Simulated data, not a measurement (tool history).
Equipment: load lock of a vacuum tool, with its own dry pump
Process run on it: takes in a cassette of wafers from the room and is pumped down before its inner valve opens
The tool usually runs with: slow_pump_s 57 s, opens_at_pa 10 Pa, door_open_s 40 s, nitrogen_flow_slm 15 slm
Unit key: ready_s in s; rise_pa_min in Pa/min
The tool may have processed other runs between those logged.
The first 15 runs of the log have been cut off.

run,hour,slow_pump_s,opens_at_pa,door_open_s,nitrogen_flow_slm,"incoming humidity of the room's air, %",ready_s,rise_pa_min
16,1074.1,57,10,40,15,46.4,127.7,0.356
17,1159.9,57,10,40,15,41.5,126.2,0.361
18,1220.6,57,19,40,15,44.2,119.1,0.358
19,1309.0,57,10,40,15,42.9,126.1,0.371
20,1370.5,57,10,40,15,46.8,126.1,0.378
21,1445.1,57,10,40,39,40.6,126.4,0.369
22,1552.5,57,10,40,39,43.4,126.5,0.372
23,1651.0,57,10,40,39,44.5,125.0,0.380
24,1697.8,57,10,40,39,46.0,125.8,0.387
25,1785.7,57,10,40,34,44.7,125.4,0.391
26,1882.1,57,10,92,34,47.7,126.2,0.392
27,1949.0,32,10,42,34,43.1,107.6,0.398
28,2054.1,32,10,42,34,44.4,107.0,0.402
29,2123.5,55,10,40,15,47.2,122.9,0.408
30,2202.1,55,10,163,7,45.2,124.6,0.431
31,2264.5,57,10,63,38,44.2,125.8,0.410
32,2341.8,57,15,40,15,46.2,123.3,0.415
33,2412.0,57,15,40,15,47.1,122.1,0.424
34,2460.0,57,10,86,8,48.6,126.1,0.426
35,2560.9,110,18,138,29,41.7,162.4,0.436
36,2621.4,110,18,138,29,48.6,162.4,0.437
37,2674.9,110,15,98,29,43.0,163.9,0.432
38,2730.1,110,15,98,29,43.5,166.4,0.433

Consider 3 possible next runs. They are alternatives, not a sequence: every one starts from the tool as it was left by run 38. What does each give?
A,2798.7,110,10,49,29,44.3,?,?
B,2798.7,36,15,79,25,42.3,?,?
C,2798.7,57,17,85,28,41.1,?,?

run,ready_s,rise_pa_min
A,168.0,0.435
B,106.6,0.446
C,122.3,0.447
Without the tool's unlogged condition, the same runs would have read:
run,ready_s,rise_pa_min
A,165.9,0.009
B,104.0,0.014
C,119.9,0.018

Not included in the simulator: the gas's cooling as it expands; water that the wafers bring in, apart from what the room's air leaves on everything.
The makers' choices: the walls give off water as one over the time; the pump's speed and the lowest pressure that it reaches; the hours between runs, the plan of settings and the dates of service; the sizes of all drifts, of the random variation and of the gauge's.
